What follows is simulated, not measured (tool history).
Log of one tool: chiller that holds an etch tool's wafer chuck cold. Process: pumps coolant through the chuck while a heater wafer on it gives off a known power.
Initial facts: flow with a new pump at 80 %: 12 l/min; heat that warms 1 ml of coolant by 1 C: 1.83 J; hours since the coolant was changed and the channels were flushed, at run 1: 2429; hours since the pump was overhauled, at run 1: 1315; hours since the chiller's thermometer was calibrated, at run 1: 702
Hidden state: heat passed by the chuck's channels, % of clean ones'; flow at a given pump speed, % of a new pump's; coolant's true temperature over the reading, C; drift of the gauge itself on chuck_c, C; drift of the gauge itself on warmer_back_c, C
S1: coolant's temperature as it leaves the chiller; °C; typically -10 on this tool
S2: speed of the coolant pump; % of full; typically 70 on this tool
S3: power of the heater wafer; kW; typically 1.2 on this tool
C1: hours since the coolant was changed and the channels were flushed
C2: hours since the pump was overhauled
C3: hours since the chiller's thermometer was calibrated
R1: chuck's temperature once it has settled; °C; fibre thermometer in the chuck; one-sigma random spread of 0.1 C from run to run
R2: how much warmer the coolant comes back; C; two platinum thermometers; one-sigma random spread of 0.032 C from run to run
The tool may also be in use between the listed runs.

run 1 day=0 | S1=-10 S2=70 S3=1.2 | C1=2429 C2=1315 C3=702 | R1=4 R2=3.92
run 2 day=8.171 | S1=-12 S2=70 S3=1.2 | C1=2625 C2=1511 C3=898 | R1=2.5 R2=3.98
run 3 day=13.438 | S1=-12 S2=94 S3=1.2 | C1=2751 C2=1637 C3=1024 | R1=-0.8 R2=2.93
run 4 day=21.642 | S1=-12 S2=94 S3=1.2 | C1=2948 C2=1834 C3=1221 | R1=-0.5 R2=3.01
run 5 day=29.475 | S1=-10 S2=70 S3=1.2 | C1=3136 C2=2022 C3=1409 | R1=5 R2=4.05
run 6 day=37.45 | S1=-10 S2=70 S3=1.2 | C1=3328 C2=2214 C3=1600 | R1=5.2 R2=4.05
run 7 day=45.9 | S1=-10 S2=70 S3=1.2 | C1=3530 C2=2416 C3=1803 | R1=5.3 R2=4.08
run 8 day=50.279 | S1=-10 S2=70 S3=1.2 | C1=3635 C2=2521 C3=1908 | R1=5.5 R2=4.15
run 9 day=54.633 | S1=-10 S2=70 S3=1.2 | C1=3740 C2=2626 C3=2013 | R1=5.8 R2=4.19
run 10 day=61.621 | S1=-10 S2=70 S3=1.2 | C1=3908 C2=2794 C3=2180 | R1=5.8 R2=4.15
run 11 day=67.167 | S1=-10 S2=70 S3=0.863 | C1=4041 C2=2927 C3=2314 | R1=1.6 R2=3.03
run 12 day=75.162 | S1=-10 S2=70 S3=0.863 | C1=4233 C2=3119 C3=2505 | R1=1.9 R2=3.11
run 13 day=82.896 | S1=-10 S2=70 S3=0.863 | C1=4418 C2=3304 C3=2691 | R1=2.1 R2=3.08
run 14 day=90.129 | S1=-10 S2=70 S3=0.863 | C1=4592 C2=3478 C3=2865 | R1=2.3 R2=3.06
run 15 day=98.733 | S1=-10 S2=70 S3=1.217 | C1=4798 C2=3684 C3=3071 | R1=7.4 R2=4.33
run 16 day=103.5 | S1=-10 S2=70 S3=1.217 | C1=4913 C2=3799 C3=3186 | R1=7.5 R2=4.36
run 17 day=107.292 | S1=-2 S2=62 S3=0.718 | C1=5004 C2=3890 C3=3277 | R1=9.6 R2=2.97
-- day=108.267 coolant pump overhauled
-- day=109.088 coolant changed, channels flushed
-- day=111.312 chiller's thermometer calibrated
run 18 day=115.208 | S1=-2 S2=69 S3=0.718 | C1=146 C2=160 C3=93 | R1=7 R2=2.92
run 19 day=119.917 | S1=-10 S2=89 S3=0.719 | C1=259 C2=273 C3=207 | R1=-2.8 R2=2.25
run 20 day=127.45 | S1=-9 S2=74 S3=1.08 | C1=440 C2=453 C3=387 | R1=3.9 R2=4.07
run 21 day=133.029 | S1=-14 S2=64 S3=0.918 | C1=574 C2=587 C3=521 | R1=-1.3 R2=4.09
run 22 day=138.846 | S1=-2 S2=80 S3=1.051 | C1=713 C2=727 C3=661 | R1=10.2 R2=3.73
-- day=145.483 coolant pump overhauled, once more
run 23 day=146.492 | S1=-2 S2=80 S3=1.051 | C1=892 C2=24 C3=839 | R1=7.9 R2=2.89
run 24 day=151.258 | S1=-10 S2=74 S3=1.45 | C1=1006 C2=139 C3=954 | R1=4.7 R2=4.23
run 25 day=159.742 | S1=-10 S2=74 S3=1.45 | C1=1210 C2=342 C3=1157 | R1=4.7 R2=4.35
run 26 day=163.354 | S1=-12 S2=70 S3=0.813 | C1=1296 C2=429 C3=1244 | R1=-3.1 R2=2.58
run 27 day=171.688 | S1=-14 S2=68 S3=1.281 | C1=1496 C2=629 C3=1444 | R1=0.6 R2=4.23
run 28 day=178.971 | S1=-10 S2=97 S3=1.23 | C1=1671 C2=804 C3=1619 | R1=0.4 R2=2.79
run 29 day=186.033 | S1=-10 S2=67 S3=1.23 | C1=1841 C2=973 C3=1788 | R1=4.4 R2=4.15
run 30 day=192.038 | S1=-5 S2=97 S3=0.809 | C1=1985 C2=1117 C3=1932 | R1=2.1 R2=1.89
run 31 day=196.708 | S1=-10 S2=60 S3=0.964 | C1=2097 C2=1229 C3=2045 | R1=2.7 R2=3.69
run 32 day=201.558 | S1=-20 S2=93 S3=1.016 | C1=2213 C2=1346 C3=2161 | R1=-10.6 R2=2.46

Per-run results on a tool with no hidden state, each run keeping its own random variation:
run=1 R1=2 R2=3.76
run=2 R1=0.3 R2=3.79
run=3 R1=-2.6 R2=2.77
run=4 R1=-2.5 R2=2.83
run=5 R1=2.2 R2=3.78
run=6 R1=2.2 R2=3.76
run=7 R1=2.1 R2=3.76
run=8 R1=2.1 R2=3.82
run=9 R1=2.3 R2=3.83
run=10 R1=2.1 R2=3.77
run=11 R1=-1.3 R2=2.73
run=12 R1=-1.2 R2=2.8
run=13 R1=-1.2 R2=2.75
run=14 R1=-1.2 R2=2.7
run=15 R1=2.4 R2=3.8
run=16 R1=2.2 R2=3.8
run=17 R1=6 R2=2.59
run=18 R1=5.4 R2=2.3
run=19 R1=-4.1 R2=1.77
run=20 R1=1.3 R2=3.16
run=21 R1=-4 R2=3.16
run=22 R1=7.5 R2=2.87
run=23 R1=7.6 R2=2.91
run=24 R1=4.1 R2=4.24
run=25 R1=3.9 R2=4.34
run=26 R1=-3.7 R2=2.56
run=27 R1=-0.5 R2=4.18
run=28 R1=-0.6 R2=2.73
run=29 R1=2.9 R2=4.04
run=30 R1=1.3 R2=1.83
run=31 R1=1.2 R2=3.56
run=32 R1=-11.8 R2=2.36
